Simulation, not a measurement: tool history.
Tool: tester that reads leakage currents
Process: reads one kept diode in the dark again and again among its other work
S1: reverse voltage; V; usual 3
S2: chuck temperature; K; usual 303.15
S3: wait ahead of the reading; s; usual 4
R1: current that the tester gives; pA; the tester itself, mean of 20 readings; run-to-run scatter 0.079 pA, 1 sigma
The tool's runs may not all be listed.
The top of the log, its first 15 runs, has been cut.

run    hour     S1      S2    S3      R1
 16   774.3      3  303.15     4   25.65
 17   815.8      3  303.15  2.97   25.99
      822.7  -- tester calibrated
 18   858.6      3  303.15  2.97   26.21
 19   901.3      3  303.15     4   26.38
 20   941.1      3  303.15     4   26.48
 21   973.2      3  303.15     4   26.46
 22  1013.3      3  318.15     4   63.65
     1037.4  -- tester calibrated, once more
 23  1085.4      3  302.15  4.56   25.46
     1093.3  -- chuck's temperature calibrated
 24  1133.2      3  303.15  9.89    27.4
 25  1183.8   2.99  324.15  7.43    93.7
 26  1236.4   7.98  316.15  1.65  109.48
 27  1308.3  17.94  303.15  0.93   110.1
     1366.6  -- probe card cleaned and baked
 28  1380.5      3  300.15     4   16.31
 29  1444.7      3  300.15     4   16.55
 30  1476.9      3  300.15     4   16.65
 31  1506.8   1.98  300.15     4   13.26
 32    1567   1.17  307.15   1.1   16.38
 33  1623.6  15.12  320.15  1.51  170.79
 34  1688.1  15.12  320.15  1.51  172.82

The next listed run, before its measurement:
 35  1720.8  15.12  320.15  1.51   ?

Run 35 measured R1 173.47 pA.
If the tool had no hidden condition, the same run with the same run-to-run variation would have returned R1 166.09 pA.

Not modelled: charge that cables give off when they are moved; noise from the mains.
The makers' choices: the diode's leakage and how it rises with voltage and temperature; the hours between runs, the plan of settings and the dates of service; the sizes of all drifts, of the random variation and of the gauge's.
